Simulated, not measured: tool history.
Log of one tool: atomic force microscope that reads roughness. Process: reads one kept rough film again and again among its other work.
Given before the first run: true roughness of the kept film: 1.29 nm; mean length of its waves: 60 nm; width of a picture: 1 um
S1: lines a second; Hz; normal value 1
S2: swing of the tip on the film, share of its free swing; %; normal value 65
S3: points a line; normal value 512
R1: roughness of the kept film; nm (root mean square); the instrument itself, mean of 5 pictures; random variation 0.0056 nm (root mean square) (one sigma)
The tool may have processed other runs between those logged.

run 1 hour=0 | S1=1 S2=65 S3=512 | R1=1.199
run 2 hour=3.8 | S1=1 S2=65 S3=512 | R1=1.2
run 3 hour=10.6 | S1=1 S2=65 S3=512 | R1=1.187
run 4 hour=17.6 | S1=1 S2=65 S3=650 | R1=1.193
run 5 hour=24.8 | S1=1.25 S2=65 S3=512 | R1=1.181
-- hour=27.7 new tip fitted
run 6 hour=34.6 | S1=1.25 S2=65 S3=512 | R1=1.218
run 7 hour=39.6 | S1=1 S2=65 S3=512 | R1=1.228
run 8 hour=46.7 | S1=1.85 S2=65 S3=512 | R1=1.208
run 9 hour=50.7 | S1=1 S2=65 S3=512 | R1=1.223
run 10 hour=58.5 | S1=0.89 S2=65 S3=512 | R1=1.212
run 11 hour=64.9 | S1=1 S2=59 S3=512 | R1=1.219
run 12 hour=72.2 | S1=1 S2=59 S3=512 | R1=1.216
run 13 hour=81.4 | S1=0.72 S2=65 S3=354 | R1=1.202
run 14 hour=86.8 | S1=0.83 S2=87 S3=512 | R1=1.162
-- hour=88.2 height scale calibrated on a step standard
run 15 hour=94.5 | S1=0.83 S2=87 S3=512 | R1=1.163
run 16 hour=102.9 | S1=0.75 S2=69 S3=507 | R1=1.188
-- hour=108.6 height scale calibrated on a step standard, once more
run 17 hour=111.6 | S1=1.47 S2=82 S3=734 | R1=1.123
run 18 hour=117.4 | S1=1.47 S2=82 S3=620 | R1=1.109
run 19 hour=121.9 | S1=1.45 S2=88 S3=446 | R1=1.083
-- hour=127.3 new tip fitted
run 20 hour=130.6 | S1=1.45 S2=88 S3=446 | R1=1.135
run 21 hour=134.8 | S1=1.45 S2=88 S3=446 | R1=1.129
run 22 hour=143.1 | S1=1 S2=76 S3=512 | R1=1.202
run 23 hour=149.8 | S1=3.42 S2=76 S3=512 | R1=1.082
run 24 hour=155.2 | S1=2.59 S2=65 S3=834 | R1=1.183

Branching from run 24: 3 alternative next runs. What would each branch give?
run A hour=159.1 | S1=3.29 S2=81 S3=258 | R1=?
run B hour=159.1 | S1=0.79 S2=59 S3=512 | R1=?
run C hour=159.1 | S1=1 S2=76 S3=512 | R1=?

run=A R1=1.057
run=B R1=1.227
run=C R1=1.198
Stripped of hidden state, with their random variation kept, the same runs would have yielded:
run=A R1=1.079
run=B R1=1.253
run=C R1=1.223
